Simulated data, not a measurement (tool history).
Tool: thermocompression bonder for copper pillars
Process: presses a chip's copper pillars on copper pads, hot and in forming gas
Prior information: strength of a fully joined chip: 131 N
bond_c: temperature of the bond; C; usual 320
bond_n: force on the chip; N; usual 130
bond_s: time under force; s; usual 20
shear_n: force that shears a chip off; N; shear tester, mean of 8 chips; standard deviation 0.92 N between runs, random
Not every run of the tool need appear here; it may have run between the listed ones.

| run | hour | bond_c | bond_n | bond_s | shear_n |
|---|---|---|---|---|---|
| 1 | 0.0 | 320 | 130 | 20 | 75.7 |
| 2 | 10.5 | 320 | 130 | 20 | 74.6 |
| 3 | 21.5 | 320 | 130 | 26 | 81.2 |
| 4 | 28.7 | 320 | 130 | 36 | 90.6 |
| 5 | 36.3 | 320 | 130 | 36 | 88.2 |
| 6 | 49.7 | 320 | 130 | 20 | 74.8 |
| 7 | 55.7 | 320 | 130 | 20 | 76.1 |
| 8 | 66.7 | 292 | 130 | 33 | 65.7 |
| 9 | 79.7 | 292 | 130 | 33 | 67.4 |
| 10 | 91.1 | 313 | 159 | 50 | 100.4 |
| 11 | 97.2 | 313 | 159 | 50 | 104.8 |
| 12 | 105.9 | 313 | 107 | 18 | 56.6 |
| 13 | 117.8 | 307 | 79 | 20 | 38.4 |
| 14 | 128.0 | 343 | 144 | 11 | 79.5 |

Each row is a separate what-if for the run after 14, all from the same tool condition, not one after another. Results?
| A | 136.5 | 301 | 144 | 18 | ? |
| B | 136.5 | 320 | 177 | 20 | ? |
| C | 136.5 | 334 | 144 | 38 | ? |

| run | shear_n |
|---|---|
| A | 65.1 |
| B | 93.0 |
| C | 103.5 |
Take away the tool's hidden state, keep each run's random variation, and the runs would have read:
| run | shear_n |
|---|---|
| A | 68.1 |
| B | 96.7 |
| C | 107.2 |

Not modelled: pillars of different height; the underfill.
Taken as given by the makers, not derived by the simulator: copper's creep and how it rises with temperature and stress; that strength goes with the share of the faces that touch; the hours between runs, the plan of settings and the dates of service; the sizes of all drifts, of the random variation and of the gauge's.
